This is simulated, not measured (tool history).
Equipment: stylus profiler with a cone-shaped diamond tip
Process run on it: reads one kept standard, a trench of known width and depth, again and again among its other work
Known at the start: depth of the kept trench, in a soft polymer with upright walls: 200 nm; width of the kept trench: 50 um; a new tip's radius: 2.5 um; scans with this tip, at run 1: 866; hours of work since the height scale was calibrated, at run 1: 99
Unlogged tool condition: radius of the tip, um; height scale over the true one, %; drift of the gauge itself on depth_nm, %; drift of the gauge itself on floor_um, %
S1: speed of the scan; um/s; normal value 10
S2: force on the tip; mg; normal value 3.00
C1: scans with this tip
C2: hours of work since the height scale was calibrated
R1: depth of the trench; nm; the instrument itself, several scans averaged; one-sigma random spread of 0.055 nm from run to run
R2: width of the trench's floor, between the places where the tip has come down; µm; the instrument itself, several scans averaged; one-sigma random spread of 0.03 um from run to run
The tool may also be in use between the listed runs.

run   hour  S1    S2    C1   C2      R1     R2
  1    0.0  10  3.00   866   99  202.13  48.03
  2    7.8  10  3.00   915  104  202.04  48.05
  3   23.2  10  1.69  1012  115  201.54  48.00
  4   32.5  10  1.69  1070  122  201.50  48.00
  5   39.9  10  1.69  1116  127  201.48  47.97
  6   51.0  10  1.69  1187  135  201.54  47.99
  7   65.9  10  5.74  1280  146  203.38  47.98
  8   74.3  10  1.40  1333  152  201.35  47.98
  9   89.9  10  1.40  1431  163  201.33  47.99
 10  100.5  10  1.63  1498  170  201.55  47.92
 11  110.0  21  3.00  1558  177  202.13  47.98
 12  118.1  21  3.97  1609  183  202.71  47.99
 13  125.9  21  3.97  1658  189  202.69  47.97
 14  135.6  21  3.97  1719  196  202.59  47.92
 15  151.8  10  3.00  1821  207  202.24  47.97
 16  166.8  10  3.00  1915  218  202.35  47.94
 17  174.6  10  5.12  1964  224  203.19  47.94
 18  190.4   4  3.00  2064  235  202.29  47.96
 19  203.2   3  3.00  2144  244  202.31  47.94
 20  211.0   3  3.00  2193  250  202.29  47.95
 21  221.6   3  3.00  2260  257  202.36  47.94
 22  236.8  10  3.00  2356  268  202.27  47.88
 23  251.2  10  3.00  2446  278  202.42  47.95
 24  263.6  10  3.00  2525  287  202.35  47.90
 25  277.1  18  3.75  2609  297  202.66  47.91
 26  288.4  22  3.00  2680  305  202.23  47.89
 27  296.5   8  1.70  2731  311  201.54  47.97
 28  309.9   8  1.70  2815  320  201.73  47.95
 29  321.5   9  1.22  2889  329  201.46  47.90
 30  329.9  13  5.83  2942  335  203.50  47.89
 31  336.9   4  7.10  2986  340  204.09  47.92
 32  345.3   4  6.06  3038  346  203.65  47.94
 33  354.4  13  2.67  3096  352  202.21  47.87
 34  364.8  13  2.67  3161  360  202.25  47.91
 35  376.4  37  2.67  3234  368  202.19  47.87
 36  391.7  23  7.39  3330  379  204.07  47.94
 37  406.7  23  7.39  3425  390  204.10  47.86
 38  413.8  23  7.39  3470  395  204.16  47.86
 39  427.1  23  7.39  3553  404  204.06  47.88
 40  439.4  23  4.76  3631  413  203.18  47.89
 41  454.2   9  5.42  3724  424  203.53  47.89
 42  466.8   4  4.33  3803  433  203.03  47.90
 43  483.3   4  4.33  3907  444  203.05  47.90
 44  493.2   4  4.33  3969  452  203.05  47.91
 45  499.9   8  7.30  4011  456  204.12  47.87
 46  511.1   3  4.06  4082  464  202.88  47.93
 47  521.0   6  7.65  4144  471  204.28  47.93
 48  528.1   6  7.65  4189  477  204.22  47.88

Pick out some run-to-run changes in R1. Of each, how much would a tool without hidden state show as well, from the settings, what came in and chance, and how much is left for the hidden state and any gauge scatter not in both results compared?
Run 1 -> 2: no setting touched and nothing written in the log between the runs. R1 -0.09 nm: hidden state +0.01, all else -0.10.
Run 3 -> 4: no setting touched and nothing written in the log between the runs. R1 -0.04 nm: hidden state +0.01, all else -0.05.
Run 7 -> 8: S2 5.74 -> 1.40. R1 -2.03 nm: hidden state +0.01, all else -2.04.
Run 29 -> 30: S1 9 -> 13, S2 1.22 -> 5.83. R1 +2.04 nm: hidden state +0.00, all else +2.04.
Run 35 -> 36: S1 37 -> 23, S2 2.67 -> 7.39. R1 +1.88 nm: hidden state +0.01, all else +1.87.
Run 46 -> 47: S1 3 -> 6, S2 4.06 -> 7.65. R1 +1.40 nm: hidden state +0.02, all else +1.38.
